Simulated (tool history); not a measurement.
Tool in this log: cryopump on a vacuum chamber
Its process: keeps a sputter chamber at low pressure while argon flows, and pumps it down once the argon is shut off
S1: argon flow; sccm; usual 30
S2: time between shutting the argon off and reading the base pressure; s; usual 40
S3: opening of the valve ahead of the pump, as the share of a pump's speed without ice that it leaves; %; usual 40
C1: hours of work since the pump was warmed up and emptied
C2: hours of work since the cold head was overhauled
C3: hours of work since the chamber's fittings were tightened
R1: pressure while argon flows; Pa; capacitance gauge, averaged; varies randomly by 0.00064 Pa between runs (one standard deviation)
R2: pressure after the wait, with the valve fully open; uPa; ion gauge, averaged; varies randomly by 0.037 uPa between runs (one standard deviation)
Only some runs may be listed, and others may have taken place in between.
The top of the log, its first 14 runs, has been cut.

| run | hour | S1 | S2 | S3 | C1 | C2 | C3 | R1 | R2 |
|---|---|---|---|---|---|---|---|---|---|
| 15 | 128.5 | 46 | 40 | 40 | 568 | 568 | 1465 | 0.1584 | 2.87 |
| 16 | 142.3 | 46 | 40 | 40 | 578 | 578 | 1476 | 0.1573 | 2.78 |
| 17 | 154.9 | 46 | 40 | 40 | 588 | 588 | 1485 | 0.1569 | 2.82 |
| 18 | 165 | 28 | 40 | 40 | 595 | 595 | 1493 | 0.0968 | 2.87 |
| 19 | 173.2 | 15 | 40 | 27 | 602 | 602 | 1499 | 0.0767 | 2.91 |
| 20 | 183.8 | 13 | 40 | 40 | 610 | 610 | 1507 | 0.0451 | 2.85 |
| 21 | 194.8 | 30 | 82 | 40 | 618 | 618 | 1516 | 0.1038 | 1.92 |
| 22 | 202.4 | 30 | 82 | 40 | 624 | 624 | 1521 | 0.103 | 1.92 |
| 23 | 209.1 | 30 | 84 | 40 | 629 | 629 | 1526 | 0.1045 | 1.91 |
| 24 | 215.4 | 30 | 74 | 40 | 634 | 634 | 1531 | 0.1032 | 2.04 |
| 25 | 228.9 | 30 | 74 | 35 | 644 | 644 | 1541 | 0.1174 | 2.06 |
| 26 | 242.4 | 30 | 29 | 23 | 654 | 654 | 1552 | 0.1763 | 3.47 |
| 27 | 255.9 | 30 | 38 | 18 | 664 | 664 | 1562 | 0.2229 | 2.95 |
| 28 | 263.6 | 30 | 28 | 35 | 670 | 670 | 1568 | 0.1179 | 3.73 |
| 29 | 272.6 | 13 | 47 | 42 | 677 | 677 | 1575 | 0.0428 | 2.66 |
| 30 | 282.5 | 30 | 40 | 15 | 685 | 685 | 1582 | 0.2667 | 2.75 |
| 31 | 289.8 | 30 | 40 | 15 | 690 | 690 | 1588 | 0.2672 | 2.81 |
| 32 | 303.6 | 23 | 234 | 19 | 701 | 701 | 1598 | 0.1626 | 1.37 |
| 33 | 316.2 | 13 | 200 | 45 | 710 | 710 | 1608 | 0.0403 | 1.44 |
| 34 | 326 | 30 | 77 | 40 | 718 | 718 | 1615 | 0.1035 | 2.03 |

3 ways to go on from here, each from the tool as it stands after run 34. What would each give?
| A | 333.9 | 44 | 40 | 40 | 724 | 724 | 1621 | ? | ? |
| B | 333.9 | 30 | 32 | 23 | 724 | 724 | 1621 | ? | ? |
| C | 333.9 | 21 | 288 | 57 | 724 | 724 | 1621 | ? | ? |

| run | R1 | R2 |
|---|---|---|
| A | 0.1527 | 2.94 |
| B | 0.1766 | 3.41 |
| C | 0.0515 | 1.29 |
What these runs would have given with no unlogged condition in the tool:
| run | R1 | R2 |
|---|---|---|
| A | 0.1448 | 2.07 |
| B | 0.1712 | 2.54 |
| C | 0.0478 | 0.44 |

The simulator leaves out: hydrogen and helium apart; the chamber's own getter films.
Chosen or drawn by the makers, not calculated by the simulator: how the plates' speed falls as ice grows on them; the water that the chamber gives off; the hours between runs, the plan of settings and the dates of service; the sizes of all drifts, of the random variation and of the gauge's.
